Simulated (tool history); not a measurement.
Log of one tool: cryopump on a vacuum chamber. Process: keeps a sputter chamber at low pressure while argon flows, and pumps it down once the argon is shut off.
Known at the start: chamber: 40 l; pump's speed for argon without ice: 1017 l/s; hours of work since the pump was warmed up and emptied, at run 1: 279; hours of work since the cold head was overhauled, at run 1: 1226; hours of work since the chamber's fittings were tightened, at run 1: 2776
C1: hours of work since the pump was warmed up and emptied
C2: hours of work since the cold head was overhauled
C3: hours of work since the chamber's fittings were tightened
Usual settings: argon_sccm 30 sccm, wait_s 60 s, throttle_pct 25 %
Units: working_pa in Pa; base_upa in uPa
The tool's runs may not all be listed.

Run 1, hour 0.0: usual settings; C1 279; C2 1226; C3 2776. Result: working_pa 0.2034 Pa, base_upa 4.58 uPa.
Run 2, hour 70.6: usual settings; C1 324; C2 1271; C3 2821. Result: working_pa 0.2020 Pa, base_upa 4.87 uPa.
Run 3, hour 164.1: usual settings; C1 384; C2 1331; C3 2880. Result: working_pa 0.2045 Pa, base_upa 4.89 uPa.
Run 4, hour 227.4: usual settings; C1 424; C2 1372; C3 2921. Result: working_pa 0.2037 Pa, base_upa 4.87 uPa.
Run 5, hour 282.8: usual settings; C1 460; C2 1407; C3 2956. Result: working_pa 0.2035 Pa, base_upa 4.94 uPa.
Run 6, hour 335.8: usual settings; C1 494; C2 1441; C3 2990. Result: working_pa 0.2046 Pa, base_upa 4.93 uPa.
Run 7, hour 449.2: usual settings but wait_s 293 s; C1 566; C2 1513; C3 3063. Result: working_pa 0.2058 Pa, base_upa 3.82 uPa.
Run 8, hour 511.9: usual settings but wait_s 31 s; C1 606; C2 1553; C3 3103. Result: working_pa 0.2052 Pa, base_upa 6.49 uPa.
Run 9, hour 601.8: usual settings but wait_s 31 s; C1 663; C2 1611; C3 3160. Result: working_pa 0.2039 Pa, base_upa 6.52 uPa.
Run 10, hour 661.6: usual settings but throttle_pct 17 %; C1 702; C2 1649; C3 3198. Result: working_pa 0.3004 Pa, base_upa 5.36 uPa.
Run 11, hour 735.8: usual settings; C1 749; C2 1696; C3 3246. Result: working_pa 0.2081 Pa, base_upa 5.47 uPa.
Run 12, hour 812.7: usual settings; C1 798; C2 1745; C3 3295. Result: working_pa 0.2064 Pa, base_upa 5.54 uPa.
Run 13, hour 906.3: usual settings; C1 858; C2 1805; C3 3355. Result: working_pa 0.2078 Pa, base_upa 5.65 uPa.
At hour 1010.6: pump warmed up, emptied and cooled again.
Run 14, hour 1013.6: usual settings but argon_sccm 24 sccm, wait_s 39 s; C1 2; C2 1871; C3 3420. Result: working_pa 0.1604 Pa, base_upa 6.10 uPa.

Run 15 comes next. What will it give?
Run 15, hour 1111.7: usual settings but argon_sccm 48 sccm, wait_s 190 s, throttle_pct 16 %; C1 65; C2 1933; C3 3483. Result: working_pa ?, base_upa ?.

{"run 15": {"working_pa": 0.5025, "base_upa": 4.26}}
Without the tool's hidden state the same run would have given working_pa 0.4988 Pa, base_upa 0.81 uPa.
